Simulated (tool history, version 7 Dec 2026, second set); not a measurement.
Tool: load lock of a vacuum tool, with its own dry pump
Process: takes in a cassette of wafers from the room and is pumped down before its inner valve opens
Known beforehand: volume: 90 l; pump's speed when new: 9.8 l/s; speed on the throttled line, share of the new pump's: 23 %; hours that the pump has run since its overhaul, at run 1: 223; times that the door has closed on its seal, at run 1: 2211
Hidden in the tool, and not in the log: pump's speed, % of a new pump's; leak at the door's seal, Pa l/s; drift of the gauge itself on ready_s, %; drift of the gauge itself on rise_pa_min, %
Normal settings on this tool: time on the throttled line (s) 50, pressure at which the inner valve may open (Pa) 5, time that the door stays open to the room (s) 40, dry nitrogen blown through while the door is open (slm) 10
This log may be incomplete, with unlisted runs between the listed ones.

run	hour	time on the throttled line (s)	pressure at which the inner valve may open (Pa)	time that the door stays open to the room (s)	dry nitrogen blown through while the door is open (slm)	hours that the pump has run since its overhaul	times that the door has closed on its seal	incoming humidity of the room's air, %	time from the closed door until the inner valve may open (s)	rise of the pressure with all valves shut (Pa/min)
1	0	50	5	40	10	223	2211	42	132.8	0.042
2	171.7	29	5	40	10	394	2609	42.9	115.1	0.04
3	339.7	29	5	40	10	562	2998	43.3	115	0.037
4	578.3	29	5	40	10	801	3551	46	114.7	0.05
5	853.9	29	5	40	10	1076	4190	42.7	115.5	0.045
6	1084.8	29	5	40	10	1307	4725	39.2	115.3	0.042
7	1331.2	29	5	40	12	1554	5296	44.5	117.4	0.048
8	1563	29	5	40	12	1786	5834	48.2	117	0.05
9	1762.6	83	5	120	12	1985	6296	45	159.4	0.083
10	1906.4	83	5	120	12	2129	6629	47.6	159.6	0.082
11	2084.7	50	5	28	15	2307	7043	46.3	132	0.046
12	2247.9	50	5	28	15	2470	7421	42.6	134.2	0.041

Consider 4 possible next runs. They are alternatives, not a sequence: every one starts from the tool as it was left by run 12. What does each give?
A	2380.2	56	8	28	5	2603	7728	44.6	?	?
B	2380.2	50	6	85	10	2603	7728	43.3	?	?
C	2380.2	78	5	39	10	2603	7728	43.3	?	?
D	2380.2	43	9	204	10	2603	7728	44.2	?	?

run	time from the closed door until the inner valve may open (s)	rise of the pressure with all valves shut (Pa/min)
A	133.6	0.051
B	132.5	0.077
C	156.1	0.053
D	121.4	0.119
Had the tool no hidden state, the same runs would have come out as:
run	time from the closed door until the inner valve may open (s)	rise of the pressure with all valves shut (Pa/min)
A	131	0.037
B	129.8	0.062
C	153.3	0.039
D	118.8	0.104
